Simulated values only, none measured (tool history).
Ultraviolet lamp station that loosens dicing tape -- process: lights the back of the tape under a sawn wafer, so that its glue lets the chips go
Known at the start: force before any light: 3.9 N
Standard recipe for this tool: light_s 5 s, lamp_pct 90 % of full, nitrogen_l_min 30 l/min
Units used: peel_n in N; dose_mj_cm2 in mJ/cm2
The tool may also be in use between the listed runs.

Run 1, hour 0: usual settings. Result: peel_n 0.287 N, dose_mj_cm2 284 mJ/cm2.
Run 2, hour 7.8: usual settings but lamp_pct 64 % of full. Result: peel_n 0.533 N, dose_mj_cm2 201 mJ/cm2.
Run 3, hour 15.2: usual settings but lamp_pct 64 % of full, nitrogen_l_min 25 l/min. Result: peel_n 0.574 N, dose_mj_cm2 196 mJ/cm2.
Run 4, hour 25.7: usual settings but lamp_pct 64 % of full, nitrogen_l_min 25 l/min. Result: peel_n 0.57 N, dose_mj_cm2 202 mJ/cm2.
Run 5, hour 33.2: usual settings but lamp_pct 64 % of full, nitrogen_l_min 25 l/min. Result: peel_n 0.615 N, dose_mj_cm2 197 mJ/cm2.
Run 6, hour 40.3: usual settings but lamp_pct 85 % of full, nitrogen_l_min 25 l/min. Result: peel_n 0.336 N, dose_mj_cm2 268 mJ/cm2.
Run 7, hour 51.9: usual settings but light_s 4 s, lamp_pct 85 % of full, nitrogen_l_min 25 l/min. Result: peel_n 0.532 N, dose_mj_cm2 213 mJ/cm2.
Run 8, hour 63: usual settings but light_s 2 s. Result: peel_n 1.175 N, dose_mj_cm2 113 mJ/cm2.
Run 9, hour 69.8: usual settings. Result: peel_n 0.282 N, dose_mj_cm2 282 mJ/cm2.
Run 10, hour 80.8: usual settings but nitrogen_l_min 12 l/min. Result: peel_n 0.518 N, dose_mj_cm2 278 mJ/cm2.
Run 11, hour 90.8: usual settings but lamp_pct 64 % of full. Result: peel_n 0.548 N, dose_mj_cm2 202 mJ/cm2.
Run 12, hour 99.3: usual settings but nitrogen_l_min 14 l/min. Result: peel_n 0.47 N, dose_mj_cm2 285 mJ/cm2.
Run 13, hour 111: usual settings. Result: peel_n 0.278 N, dose_mj_cm2 286 mJ/cm2.
Run 14, hour 121.7: usual settings. Result: peel_n 0.278 N, dose_mj_cm2 281 mJ/cm2.
Run 15, hour 132.4: usual settings. Result: peel_n 0.271 N, dose_mj_cm2 283 mJ/cm2.
Run 16, hour 140.6: usual settings. Result: peel_n 0.278 N, dose_mj_cm2 280 mJ/cm2.
Run 17, hour 151.3: usual settings. Result: peel_n 0.285 N, dose_mj_cm2 284 mJ/cm2.
Run 18, hour 162.4: usual settings but light_s 3 s, lamp_pct 68 % of full, nitrogen_l_min 10 l/min. Result: peel_n 1.631 N, dose_mj_cm2 125 mJ/cm2.
Run 19, hour 168.8: usual settings but light_s 3 s, lamp_pct 68 % of full, nitrogen_l_min 10 l/min. Result: peel_n 1.591 N, dose_mj_cm2 128 mJ/cm2.
Run 20, hour 175.5: usual settings but nitrogen_l_min 29 l/min. Result: peel_n 0.267 N, dose_mj_cm2 277 mJ/cm2.
Run 21, hour 189.9: usual settings but nitrogen_l_min 31 l/min. Result: peel_n 0.272 N, dose_mj_cm2 287 mJ/cm2.
Run 22, hour 199.7: usual settings but lamp_pct 89 % of full. Result: peel_n 0.288 N, dose_mj_cm2 278 mJ/cm2.
Run 23, hour 210.8: usual settings but light_s 3 s, lamp_pct 72 % of full, nitrogen_l_min 10 l/min. Result: peel_n 1.485 N, dose_mj_cm2 136 mJ/cm2.
Run 24, hour 221.5: usual settings but light_s 3 s, lamp_pct 96 % of full, nitrogen_l_min 14 l/min. Result: peel_n 0.96 N, dose_mj_cm2 180 mJ/cm2.
Run 25, hour 232.3: usual settings but light_s 3 s, lamp_pct 96 % of full, nitrogen_l_min 14 l/min. Result: peel_n 0.957 N, dose_mj_cm2 182 mJ/cm2.
Run 26, hour 241.9: usual settings but light_s 3 s, lamp_pct 96 % of full, nitrogen_l_min 14 l/min. Result: peel_n 0.946 N, dose_mj_cm2 187 mJ/cm2.
Run 27, hour 249.7: usual settings but light_s 4 s, lamp_pct 91 % of full, nitrogen_l_min 19 l/min. Result: peel_n 0.547 N, dose_mj_cm2 231 mJ/cm2.
Run 28, hour 258.4: usual settings but light_s 4 s, lamp_pct 91 % of full, nitrogen_l_min 19 l/min. Result: peel_n 0.583 N, dose_mj_cm2 230 mJ/cm2.
Run 29, hour 271.2: usual settings but light_s 4 s, lamp_pct 91 % of full, nitrogen_l_min 19 l/min. Result: peel_n 0.576 N, dose_mj_cm2 225 mJ/cm2.
Run 30, hour 281.1: usual settings but light_s 4 s, lamp_pct 76 % of full, nitrogen_l_min 16 l/min. Result: peel_n 0.823 N, dose_mj_cm2 189 mJ/cm2.
Run 31, hour 294.2: usual settings but light_s 4 s, lamp_pct 76 % of full, nitrogen_l_min 16 l/min. Result: peel_n 0.817 N, dose_mj_cm2 187 mJ/cm2.
Run 32, hour 308.2: usual settings but light_s 3 s, lamp_pct 75 % of full, nitrogen_l_min 55 l/min. Result: peel_n 0.672 N, dose_mj_cm2 141 mJ/cm2.
Run 33, hour 321.7: usual settings but lamp_pct 95 % of full, nitrogen_l_min 21 l/min. Result: peel_n 0.309 N, dose_mj_cm2 294 mJ/cm2.
Run 34, hour 329.9: usual settings but light_s 7 s, lamp_pct 88 % of full, nitrogen_l_min 59 l/min. Result: peel_n 0.14 N, dose_mj_cm2 389 mJ/cm2.

Withheld: 1 entry from between the runs. Position of each, and hidden state at the listed run before versus the listed run after:
Runs 3 to 4: window cleaned of glue's vapour (hour 24)
  light that the window lets through, % of a clean one's: 99.9 -> 100

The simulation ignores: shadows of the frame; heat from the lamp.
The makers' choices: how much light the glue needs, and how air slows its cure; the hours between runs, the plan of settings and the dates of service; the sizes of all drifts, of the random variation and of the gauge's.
